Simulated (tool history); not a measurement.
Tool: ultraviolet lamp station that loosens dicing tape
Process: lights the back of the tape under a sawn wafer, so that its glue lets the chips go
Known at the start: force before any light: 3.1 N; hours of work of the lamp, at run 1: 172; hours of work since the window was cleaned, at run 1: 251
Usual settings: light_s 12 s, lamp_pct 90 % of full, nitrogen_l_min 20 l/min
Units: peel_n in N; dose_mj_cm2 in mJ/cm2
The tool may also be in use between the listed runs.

| run | day | light_s | lamp_pct | nitrogen_l_min | hours of work of the lamp | hours of work since the window was cleaned | peel_n | dose_mj_cm2 |
|---|---|---|---|---|---|---|---|---|
| 1 | 0 | 12 | 90 | 20 | 172 | 251 | 0.231 | 615 |
| 2 | 1.171 | 12 | 90 | 20 | 193 | 272 | 0.222 | 618 |
| 3 | 3.075 | 12 | 90 | 20 | 228 | 306 | 0.23 | 619 |
| 4 | 4.821 | 12 | 90 | 20 | 259 | 338 | 0.232 | 619 |
| 5 | 6.071 | 12 | 90 | 20 | 282 | 360 | 0.236 | 613 |
| 6 | 7.404 | 12 | 90 | 20 | 306 | 384 | 0.22 | 628 |
| 7 | 9.054 | 12 | 90 | 20 | 336 | 414 | 0.23 | 622 |
| 8 | 10.312 | 12 | 90 | 20 | 358 | 437 | 0.229 | 623 |
|  | 11.246 | window cleaned of glue's vapour |
| 9 | 12.279 | 12 | 90 | 20 | 394 | 19 | 0.234 | 621 |
| 10 | 13.842 | 12 | 90 | 20 | 422 | 47 | 0.224 | 620 |
| 11 | 15.733 | 12 | 63 | 20 | 456 | 81 | 0.368 | 438 |
| 12 | 17.175 | 12 | 90 | 20 | 482 | 107 | 0.234 | 623 |
| 13 | 18.838 | 12 | 90 | 20 | 512 | 137 | 0.232 | 622 |
| 14 | 19.875 | 12 | 77 | 20 | 531 | 156 | 0.287 | 534 |
| 15 | 21.162 | 14 | 90 | 20 | 554 | 179 | 0.199 | 737 |
| 16 | 23.112 | 12 | 90 | 20 | 589 | 214 | 0.229 | 626 |
| 17 | 24.075 | 12 | 90 | 13 | 607 | 232 | 0.278 | 632 |
| 18 | 24.967 | 12 | 90 | 13 | 623 | 248 | 0.271 | 634 |
| 19 | 26.45 | 12 | 90 | 28 | 650 | 275 | 0.193 | 636 |
| 20 | 28.579 | 12 | 96 | 20 | 688 | 313 | 0.211 | 669 |
| 21 | 30.771 | 12 | 96 | 20 | 728 | 353 | 0.206 | 683 |
|  | 31.746 | gauge calibrated |
| 22 | 32.038 | 12 | 90 | 16 | 751 | 376 | 0.259 | 616 |
| 23 | 33.208 | 12 | 90 | 16 | 772 | 397 | 0.254 | 617 |
| 24 | 34.583 | 22 | 90 | 14 | 797 | 422 | 0.164 | 1138 |
|  | 36.392 | window cleaned of glue's vapour |
| 25 | 36.462 | 22 | 90 | 14 | 830 | 1 | 0.17 | 1130 |
| 26 | 37.433 | 12 | 88 | 7 | 848 | 19 | 0.409 | 607 |
| 27 | 39.133 | 12 | 70 | 7 | 879 | 50 | 0.578 | 492 |
| 28 | 41.008 | 21 | 87 | 15 | 913 | 83 | 0.162 | 1048 |
| 29 | 43.004 | 17 | 62 | 16 | 949 | 120 | 0.26 | 604 |
| 30 | 44.388 | 17 | 62 | 16 | 974 | 145 | 0.252 | 610 |
| 31 | 45.383 | 17 | 62 | 16 | 992 | 163 | 0.246 | 610 |
| 32 | 46.429 | 15 | 88 | 20 | 1011 | 181 | 0.183 | 762 |
| 33 | 48.162 | 13 | 82 | 9 | 1042 | 213 | 0.355 | 620 |
| 34 | 49.296 | 22 | 75 | 16 | 1062 | 233 | 0.166 | 955 |
| 35 | 51.288 | 22 | 75 | 16 | 1098 | 269 | 0.171 | 960 |
| 36 | 53.388 | 6 | 63 | 10 | 1136 | 307 | 1.228 | 219 |
| 37 | 55.279 | 10 | 63 | 11 | 1170 | 341 | 0.673 | 365 |
| 38 | 56.167 | 10 | 63 | 11 | 1187 | 357 | 0.682 | 365 |
|  | 57.971 | lamp changed |
| 39 | 58.329 | 10 | 86 | 12 | 6 | 396 | 0.395 | 504 |
| 40 | 59.967 | 10 | 80 | 14 | 36 | 425 | 0.405 | 472 |
|  | 61.533 | window cleaned of glue's vapour |
| 41 | 61.604 | 8 | 90 | 20 | 65 | 1 | 0.408 | 427 |
| 42 | 63.462 | 12 | 79 | 20 | 99 | 35 | 0.267 | 559 |

The same runs without the tool's hidden state, with the same run-to-run variation:
The hidden state here: lamp's light, % of a new lamp's; light that the window lets through, % of a clean one's; drift of the gauge itself on peel_n, %; drift of the gauge itself on dose_mj_cm2, %.
| run | dose_mj_cm2 |
|---|---|
| 1 | 615 |
| 2 | 617 |
| 3 | 618 |
| 4 | 617 |
| 5 | 610 |
| 6 | 624 |
| 7 | 617 |
| 8 | 618 |
| 9 | 614 |
| 10 | 613 |
| 11 | 432 |
| 12 | 614 |
| 13 | 612 |
| 14 | 525 |
| 15 | 723 |
| 16 | 613 |
| 17 | 619 |
| 18 | 620 |
| 19 | 621 |
| 20 | 652 |
| 21 | 665 |
| 22 | 617 |
| 23 | 617 |
| 24 | 1137 |
| 25 | 1126 |
| 26 | 604 |
| 27 | 489 |
| 28 | 1041 |
| 29 | 599 |
| 30 | 604 |
| 31 | 604 |
| 32 | 753 |
| 33 | 612 |
| 34 | 941 |
| 35 | 944 |
| 36 | 215 |
| 37 | 357 |
| 38 | 358 |
| 39 | 492 |
| 40 | 460 |
| 41 | 416 |
| 42 | 543 |
peel_n: within 0.002 N of the measured result in every run.

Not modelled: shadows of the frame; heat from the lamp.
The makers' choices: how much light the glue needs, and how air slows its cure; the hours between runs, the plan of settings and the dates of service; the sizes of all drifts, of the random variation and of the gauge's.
